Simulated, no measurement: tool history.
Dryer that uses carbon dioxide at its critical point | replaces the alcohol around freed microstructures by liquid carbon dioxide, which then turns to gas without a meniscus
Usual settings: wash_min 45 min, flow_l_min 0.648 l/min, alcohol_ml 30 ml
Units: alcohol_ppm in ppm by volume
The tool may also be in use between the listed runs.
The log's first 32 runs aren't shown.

| run | hour | wash_min | flow_l_min | alcohol_ml | alcohol_ppm |
|---|---|---|---|---|---|
| 33 | 242.6 | 30 | 0.648 | 88 | 1106 |
| 34 | 250.5 | 31 | 0.856 | 113 | 460 |
| 35 | 259.2 | 31 | 0.856 | 113 | 455 |
| 36 | 264.3 | 45 | 0.648 | 109 | 339 |
| 37 | 274.4 | 45 | 0.812 | 30 | 96 |
| 38 | 282.7 | 41 | 0.812 | 84 | 178 |
| 39 | 288.7 | 62 | 0.648 | 30 | 88 |
| 40 | 293.5 | 55 | 0.648 | 30 | 102 |
| 41 | 303.6 | 48 | 0.648 | 30 | 139 |
| 42 | 312.4 | 45 | 0.648 | 80 | 285 |
| 43 | 317.6 | 43 | 1.017 | 92 | 92 |
| 44 | 324.3 | 28 | 0.732 | 30 | 392 |
| 45 | 332.1 | 45 | 0.648 | 20 | 136 |
|  | 335.2 | inlet filter changed |
| 46 | 342.2 | 45 | 0.648 | 20 | 103 |

5 ways to go on from here, each from the tool as it stands after run 46. What would each give?
| A | 348.6 | 45 | 0.830 | 30 | ? |
| B | 348.6 | 66 | 0.648 | 54 | ? |
| C | 348.6 | 69 | 0.648 | 119 | ? |
| D | 348.6 | 45 | 0.465 | 39 | ? |
| E | 348.6 | 30 | 0.667 | 119 | ? |

| run | alcohol_ppm |
|---|---|
| A | 84 |
| B | 73 |
| C | 84 |
| D | 321 |
| E | 888 |
Without the tool's hidden state the same runs would have given:
| run | alcohol_ppm |
|---|---|
| A | 13 |
| B | 1 |
| C | 14 |
| D | 246 |
| E | 803 |
